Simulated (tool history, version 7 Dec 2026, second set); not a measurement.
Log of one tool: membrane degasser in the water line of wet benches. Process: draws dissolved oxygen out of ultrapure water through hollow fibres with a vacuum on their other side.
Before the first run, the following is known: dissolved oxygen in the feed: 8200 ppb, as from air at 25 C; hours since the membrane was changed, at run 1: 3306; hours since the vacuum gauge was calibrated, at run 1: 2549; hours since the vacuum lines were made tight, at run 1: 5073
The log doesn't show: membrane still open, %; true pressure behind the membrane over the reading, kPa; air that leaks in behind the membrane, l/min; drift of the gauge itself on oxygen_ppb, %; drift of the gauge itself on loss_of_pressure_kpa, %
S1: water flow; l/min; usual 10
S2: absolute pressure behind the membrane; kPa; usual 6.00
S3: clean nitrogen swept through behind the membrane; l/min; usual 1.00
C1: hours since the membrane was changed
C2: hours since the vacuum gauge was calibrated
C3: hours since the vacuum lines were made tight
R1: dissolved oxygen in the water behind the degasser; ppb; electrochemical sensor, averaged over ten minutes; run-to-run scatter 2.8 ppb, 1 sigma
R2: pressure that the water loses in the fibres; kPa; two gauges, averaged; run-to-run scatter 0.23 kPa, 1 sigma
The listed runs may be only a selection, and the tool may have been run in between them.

run,hour,S1,S2,S3,C1,C2,C3,R1,R2
1,0.0,10,6.00,1.00,3306,2549,5073,292.2,57.11
2,90.5,10,6.00,1.00,3396,2639,5163,294.8,56.72
3,310.0,10,6.00,1.00,3616,2859,5383,297.1,57.16
4,495.4,10,6.00,1.00,3801,3044,5568,295.6,56.90
5,658.2,10,6.00,1.00,3964,3207,5731,301.2,57.48
6,863.2,9,6.00,1.00,4169,3412,5936,251.8,51.45
# hour 939.0: seals of the vacuum lines changed
7,1085.9,9,6.00,1.00,4389,3633,147,249.4,51.59
8,1185.0,9,6.00,1.00,4488,3732,246,254.3,51.71
9,1296.9,9,6.00,1.00,4600,3844,358,253.5,51.55
10,1473.9,9,6.00,1.00,4777,4021,535,253.9,51.83
11,1568.9,11,6.00,0.52,4872,4116,630,408.3,62.69
12,1676.8,11,6.00,0.52,4980,4224,738,403.3,62.97
13,1867.3,12,6.00,1.05,5171,4414,928,393.1,69.14
14,2046.1,10,6.22,0.45,5350,4593,1107,382.9,57.41
15,2221.2,7,7.95,1.30,5525,4768,1282,181.6,40.19
16,2368.2,7,7.95,1.30,5672,4915,1429,183.3,40.00
17,2497.4,15,4.32,1.30,5801,5044,1558,492.9,86.87
18,2638.7,8,7.10,2.10,5942,5186,1700,197.3,46.61
19,2770.1,10,11.28,0.91,6074,5317,1831,430.7,57.80
20,2974.1,10,11.28,0.91,6278,5521,2035,439.0,57.47

Each row is a separate what-if for the run after 20, all from the same tool condition, not one after another. Results?
A,3099.1,10,6.00,0.59,6403,5646,2160,?,?
B,3099.1,8,13.96,0.91,6403,5646,2160,?,?
C,3099.1,10,10.13,1.72,6403,5646,2160,?,?
D,3099.1,9,11.49,0.72,6403,5646,2160,?,?

run,R1,R2
A,345.2,57.69
B,375.7,46.17
C,340.1,58.20
D,428.6,51.98
With no hidden state in the tool, these same runs would have given:
run,R1,R2
A,315.7,55.87
B,353.3,44.71
C,311.9,56.37
D,402.7,50.34
